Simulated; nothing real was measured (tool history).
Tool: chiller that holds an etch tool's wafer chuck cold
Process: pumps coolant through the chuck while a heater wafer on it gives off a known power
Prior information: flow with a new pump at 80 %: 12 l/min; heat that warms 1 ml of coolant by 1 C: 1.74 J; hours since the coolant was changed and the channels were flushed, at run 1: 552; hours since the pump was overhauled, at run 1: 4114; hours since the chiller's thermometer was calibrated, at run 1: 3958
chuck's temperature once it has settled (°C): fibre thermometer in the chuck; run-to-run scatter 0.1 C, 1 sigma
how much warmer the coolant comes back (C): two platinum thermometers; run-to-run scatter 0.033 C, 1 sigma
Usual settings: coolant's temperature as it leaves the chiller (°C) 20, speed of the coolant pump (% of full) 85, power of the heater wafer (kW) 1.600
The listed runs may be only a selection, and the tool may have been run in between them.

| run | hour | coolant's temperature as it leaves the chiller (°C) | speed of the coolant pump (% of full) | power of the heater wafer (kW) | hours since the coolant was changed and the channels were flushed | hours since the pump was overhauled | hours since the chiller's thermometer was calibrated | chuck's temperature once it has settled (°C) | how much warmer the coolant comes back (C) |
|---|---|---|---|---|---|---|---|---|---|
| 1 | 0.0 | 20 | 85 | 1.600 | 552 | 4114 | 3958 | 30.4 | 4.31 |
| 2 | 48.9 | 20 | 85 | 1.600 | 601 | 4163 | 4007 | 30.3 | 4.36 |
| 3 | 135.4 | 20 | 85 | 1.600 | 687 | 4249 | 4093 | 30.3 | 4.29 |
|  | 166.3 | chiller's thermometer calibrated |
| 4 | 183.9 | 20 | 85 | 1.600 | 735 | 4297 | 18 | 30.6 | 4.28 |
| 5 | 282.6 | 20 | 85 | 1.600 | 833 | 4396 | 116 | 30.6 | 4.25 |
| 6 | 336.8 | 20 | 85 | 1.286 | 888 | 4450 | 171 | 28.4 | 3.37 |
| 7 | 397.9 | 20 | 85 | 1.286 | 949 | 4511 | 232 | 28.5 | 3.44 |
| 8 | 473.1 | 20 | 85 | 1.286 | 1024 | 4586 | 307 | 28.4 | 3.44 |
| 9 | 553.9 | 24 | 85 | 1.286 | 1105 | 4667 | 388 | 32.4 | 3.40 |
| 10 | 655.0 | 24 | 85 | 1.286 | 1206 | 4768 | 489 | 32.2 | 3.38 |
| 11 | 759.2 | 24 | 85 | 1.286 | 1310 | 4872 | 593 | 32.5 | 3.38 |
| 12 | 864.0 | 24 | 85 | 1.286 | 1415 | 4977 | 698 | 32.4 | 3.31 |
| 13 | 908.4 | 20 | 68 | 1.097 | 1459 | 5021 | 742 | 28.4 | 3.53 |
| 14 | 996.9 | 10 | 86 | 1.751 | 1548 | 5110 | 831 | 21.4 | 4.51 |
| 15 | 1095.5 | 14 | 75 | 2.207 | 1646 | 5209 | 929 | 29.6 | 6.56 |
| 16 | 1155.2 | 14 | 75 | 2.207 | 1706 | 5268 | 989 | 29.8 | 6.50 |
| 17 | 1208.4 | 14 | 75 | 2.207 | 1759 | 5321 | 1042 | 29.8 | 6.54 |
|  | 1218.8 | gauge calibrated |
| 18 | 1278.3 | 14 | 75 | 2.207 | 1829 | 5391 | 1112 | 29.6 | 6.69 |
| 19 | 1345.8 | 20 | 75 | 1.065 | 1897 | 5459 | 1180 | 27.9 | 3.18 |
| 20 | 1393.8 | 20 | 68 | 1.561 | 1945 | 5507 | 1228 | 32.0 | 5.18 |
| 21 | 1470.6 | 20 | 64 | 1.052 | 2021 | 5584 | 1304 | 28.4 | 3.71 |
| 22 | 1539.4 | 20 | 64 | 1.052 | 2090 | 5652 | 1373 | 28.4 | 3.70 |
| 23 | 1620.0 | 14 | 64 | 1.052 | 2171 | 5733 | 1454 | 22.3 | 3.65 |

What if the next run were any one of these 3? Each begins from the tool's condition after run 23:
| A | 1715.6 | 26 | 85 | 1.600 | 2266 | 5829 | 1549 | ? | ? |
| B | 1715.6 | 24 | 85 | 1.600 | 2266 | 5829 | 1549 | ? | ? |
| C | 1715.6 | 27 | 85 | 1.600 | 2266 | 5829 | 1549 | ? | ? |

| run | chuck's temperature once it has settled (°C) | how much warmer the coolant comes back (C) |
|---|---|---|
| A | 36.3 | 4.27 |
| B | 34.3 | 4.29 |
| C | 37.3 | 4.23 |
What these runs would have given with no unlogged condition in the tool:
| run | chuck's temperature once it has settled (°C) | how much warmer the coolant comes back (C) |
|---|---|---|
| A | 36.3 | 4.35 |
| B | 34.3 | 4.37 |
| C | 37.3 | 4.31 |

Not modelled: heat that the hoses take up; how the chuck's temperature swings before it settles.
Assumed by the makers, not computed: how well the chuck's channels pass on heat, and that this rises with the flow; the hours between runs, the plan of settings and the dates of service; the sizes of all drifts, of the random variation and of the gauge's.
